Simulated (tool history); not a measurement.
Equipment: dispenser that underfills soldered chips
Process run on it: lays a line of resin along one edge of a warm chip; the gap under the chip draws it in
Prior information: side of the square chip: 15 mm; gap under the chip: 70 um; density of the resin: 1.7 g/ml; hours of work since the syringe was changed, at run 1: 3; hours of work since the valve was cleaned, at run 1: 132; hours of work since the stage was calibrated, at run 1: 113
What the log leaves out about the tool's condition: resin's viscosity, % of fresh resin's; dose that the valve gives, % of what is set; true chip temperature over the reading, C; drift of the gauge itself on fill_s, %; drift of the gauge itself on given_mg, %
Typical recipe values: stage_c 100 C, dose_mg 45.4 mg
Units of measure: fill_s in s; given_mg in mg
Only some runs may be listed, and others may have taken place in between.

| run | hour | stage_c | dose_mg | hours of work since the syringe was changed | hours of work since the valve was cleaned | hours of work since the stage was calibrated | fill_s | given_mg |
|---|---|---|---|---|---|---|---|---|
| 1 | 0 | 100 | 45.4 | 3 | 132 | 113 | 191.3 | 40.24 |
|  | 5 | new syringe of resin |
|  | 7.6 | dispensing valve cleaned and set on the balance |
| 2 | 8.3 | 100 | 45.4 | 2 | 0 | 119 | 183.9 | 45.61 |
|  | 14.9 | new syringe of resin |
| 3 | 15.8 | 100 | 45.4 | 1 | 6 | 124 | 168.6 | 45.15 |
| 4 | 20.2 | 100 | 46.8 | 4 | 9 | 128 | 198.6 | 46.61 |
|  | 23.5 | new syringe of resin |
| 5 | 29.7 | 100 | 43.1 | 5 | 17 | 135 | 208.2 | 42.48 |
|  | 32.3 | new syringe of resin |
| 6 | 37.1 | 86 | 45.4 | 4 | 22 | 140 | 338.1 | 44.37 |
|  | 40.7 | new syringe of resin |
| 7 | 46.8 | 86 | 45.4 | 5 | 29 | 148 | 359.9 | 44.37 |
|  | 49.5 | new syringe of resin |
| 8 | 57 | 86 | 45.4 | 6 | 37 | 155 | 382.3 | 43.62 |
|  | 58.5 | new syringe of resin |
| 9 | 63.7 | 105 | 45.4 | 4 | 42 | 160 | 163.5 | 44.08 |
|  | 67 | new syringe of resin |
| 10 | 71 | 100 | 45.4 | 3 | 47 | 166 | 196.5 | 43.39 |
|  | 75.8 | new syringe of resin |
| 11 | 81.4 | 100 | 45.4 | 4 | 55 | 174 | 196.9 | 43.1 |
|  | 84.7 | new syringe of resin |
| 12 | 87.3 | 100 | 45.4 | 2 | 59 | 178 | 181.4 | 42.91 |
| 13 | 92.2 | 100 | 45.4 | 6 | 63 | 182 | 215.4 | 42.89 |
|  | 93.2 | new syringe of resin |
|  | 101.7 | new syringe of resin |
| 14 | 102.5 | 100 | 45.4 | 1 | 71 | 189 | 171.8 | 42.87 |
| 15 | 107.9 | 89 | 46.5 | 5 | 75 | 193 | 315 | 43.51 |
|  | 110.2 | new syringe of resin |
| 16 | 114.8 | 86 | 46.6 | 4 | 80 | 198 | 338 | 43.27 |
|  | 119 | new syringe of resin |
| 17 | 120.3 | 86 | 46.6 | 1 | 84 | 202 | 299.9 | 42.89 |
| 18 | 124.8 | 108 | 46.6 | 5 | 88 | 206 | 151.7 | 43.47 |
|  | 127.5 | new syringe of resin |
| 19 | 132.9 | 93 | 48.7 | 4 | 94 | 212 | 259.1 | 44.67 |
|  | 136.2 | new syringe of resin |
| 20 | 141.6 | 93 | 48.7 | 4 | 100 | 218 | 260.8 | 44.6 |
|  | 144.8 | new syringe of resin |
| 21 | 149 | 93 | 48.7 | 3 | 106 | 224 | 248.2 | 44.29 |
|  | 153.3 | new syringe of resin |
| 22 | 159 | 113 | 40.6 | 4 | 113 | 231 | 129.8 | 36.5 |
|  | 162.1 | new syringe of resin |
| 23 | 165.7 | 99 | 40.6 | 3 | 118 | 236 | 194.8 | 36.47 |
|  | 171.1 | new syringe of resin |
| 24 | 171.9 | 113 | 42.1 | 1 | 123 | 241 | 106.3 | 37.93 |
|  | 179.9 | new syringe of resin |
| 25 | 181.8 | 114 | 38.9 | 1 | 130 | 248 | 107.6 | 34.55 |
|  | 188.7 | new syringe of resin |
|  | 192.6 | dispensing valve cleaned and set on the balance |
| 26 | 193.3 | 99 | 41.3 | 3 | 1 | 256 | 189.6 | 40.97 |

Branching from run 26: 5 alternative next runs. What would each branch give?
| A | 197.6 | 100 | 49 | 6 | 4 | 260 | ? | ? |
| B | 197.6 | 93 | 46.2 | 6 | 4 | 260 | ? | ? |
| C | 197.6 | 88 | 39.5 | 6 | 4 | 260 | ? | ? |
| D | 197.6 | 102 | 40.9 | 6 | 4 | 260 | ? | ? |
| E | 197.6 | 100 | 46.9 | 6 | 4 | 260 | ? | ? |

| run | fill_s | given_mg |
|---|---|---|
| A | 209.9 | 48.98 |
| B | 270.8 | 45.96 |
| C | 336.4 | 39.41 |
| D | 193.1 | 40.26 |
| E | 208.8 | 46.44 |
With the hidden condition removed and each run's random variation left untouched, the same runs would have given:
| run | fill_s | given_mg |
|---|---|---|
| A | 174.5 | 49.25 |
| B | 225.8 | 46.21 |
| C | 281.1 | 39.63 |
| D | 160.4 | 40.48 |
| E | 173.6 | 46.7 |

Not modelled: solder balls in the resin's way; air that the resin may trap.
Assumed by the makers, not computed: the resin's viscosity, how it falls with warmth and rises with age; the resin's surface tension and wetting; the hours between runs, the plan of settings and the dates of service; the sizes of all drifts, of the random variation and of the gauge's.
